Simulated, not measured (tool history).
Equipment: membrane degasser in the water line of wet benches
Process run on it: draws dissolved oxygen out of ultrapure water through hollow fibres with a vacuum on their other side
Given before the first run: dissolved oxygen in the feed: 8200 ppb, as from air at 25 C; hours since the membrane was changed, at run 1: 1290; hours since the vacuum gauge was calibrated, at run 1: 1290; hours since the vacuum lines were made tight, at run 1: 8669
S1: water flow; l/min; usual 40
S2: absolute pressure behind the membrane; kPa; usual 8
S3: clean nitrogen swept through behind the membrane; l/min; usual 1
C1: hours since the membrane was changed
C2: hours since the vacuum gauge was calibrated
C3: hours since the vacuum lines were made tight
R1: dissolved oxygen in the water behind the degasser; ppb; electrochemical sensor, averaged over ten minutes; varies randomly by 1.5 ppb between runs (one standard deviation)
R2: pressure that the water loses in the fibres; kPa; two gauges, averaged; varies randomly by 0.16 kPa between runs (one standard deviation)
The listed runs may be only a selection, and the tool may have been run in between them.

run	hour	S1	S2	S3	C1	C2	C3	R1	R2
1	0	40	8	1	1290	1290	8669	404.9	35.98
2	248.2	40	8	1	1538	1538	8917	402.7	35.77
3	428.2	40	8	0.49	1718	1718	9097	643.6	35.75
4	541.9	40	8	0.49	1831	1831	9211	644.8	35.94
5	688.9	40	8	0.49	1979	1979	9358	644.1	36.09
6	868.2	40	8	0.49	2158	2158	9537	648.1	36.21
7	1028.5	40	8	0.49	2318	2318	9697	648.6	35.99
8	1286.9	40	8	0.49	2576	2576	9956	650.5	36.17
9	1418.3	40	8	0.49	2708	2708	10087	654.3	36.14
10	1682.3	40	8	0.49	2972	2972	10351	646.7	36.02
11	1813.2	40	8	0.96	3103	3103	10482	421.9	36.12
# hour 1852.8: vacuum gauge calibrated
12	1944.7	40	8	0.96	3234	92	10613	407.3	36.08
13	2128.2	40	5.38	1	3417	275	10797	199.4	36.25
14	2263.1	40	5.38	1	3552	410	10932	199.6	36.21
15	2525.1	40	8	1	3814	672	11194	400.2	36.25
16	2751.2	40	8	1	4040	898	11420	402.2	36.38
17	2876	40	8	1.55	4165	1023	11545	291	36.04
18	3002.5	40	8	1.55	4292	1150	11671	293.2	36.25
19	3265	40	8	1.55	4554	1412	11934	293.7	36
20	3506.1	40	8	1.55	4795	1653	12175	294.8	36.12
21	3713.1	40	17.06	1.2	5002	1860	12382	905.1	36.17
22	3889.5	60	19.48	0.81	5179	2037	12558	1806	54.15
23	4157.6	40	8	1.02	5447	2305	12826	402.4	36.26
24	4305.4	40	8	1.02	5595	2453	12974	400.5	36.15
25	4445.3	40	4.96	1	5734	2593	13114	176.6	36.37
26	4556.8	24	8	1	5846	2704	13225	258.3	21.77
27	4787	40	8	1	6076	2934	13455	408.1	36.71
28	4969.2	40	8	1	6258	3116	13638	406.6	36.51
# hour 4987.2: vacuum gauge calibrated
29	5238.4	40	8	1	6527	251	13906	402.9	36.43
30	5404	40	8	1	6693	417	14072	402.3	36.5
31	5650.6	40	15.3	0.56	6939	663	14319	1334.2	36.44

Hidden state or all else? Some run-to-run changes of R1, split into what the settings, what came in and random variation would give without the hidden state, and what is left for the hidden state (with any gauge scatter that isn't in both results):
Hidden conditions of the tool in this case: membrane still open, %; true pressure behind the membrane over the reading, kPa; air that leaks in behind the membrane, l/min; drift of the gauge itself on oxygen_ppb, %; drift of the gauge itself on loss_of_pressure_kpa, %.
Run 11 -> 12: vacuum gauge calibrated. R1 -14.6 ppb: hidden state -13.9, all else -0.7.
Run 21 -> 22: S1 40 -> 60, S2 17.06 -> 19.48, S3 1.2 -> 0.81. R1 +900.9 ppb: hidden state -11.1, all else +912.
Run 22 -> 23: S1 60 -> 40, S2 19.48 -> 8, S3 0.81 -> 1.02. R1 -1403.6 ppb: hidden state +8.5, all else -1412.1.
Run 30 -> 31: S2 8 -> 15.3, S3 1 -> 0.56. R1 +931.9 ppb: hidden state -13.1, all else +945.
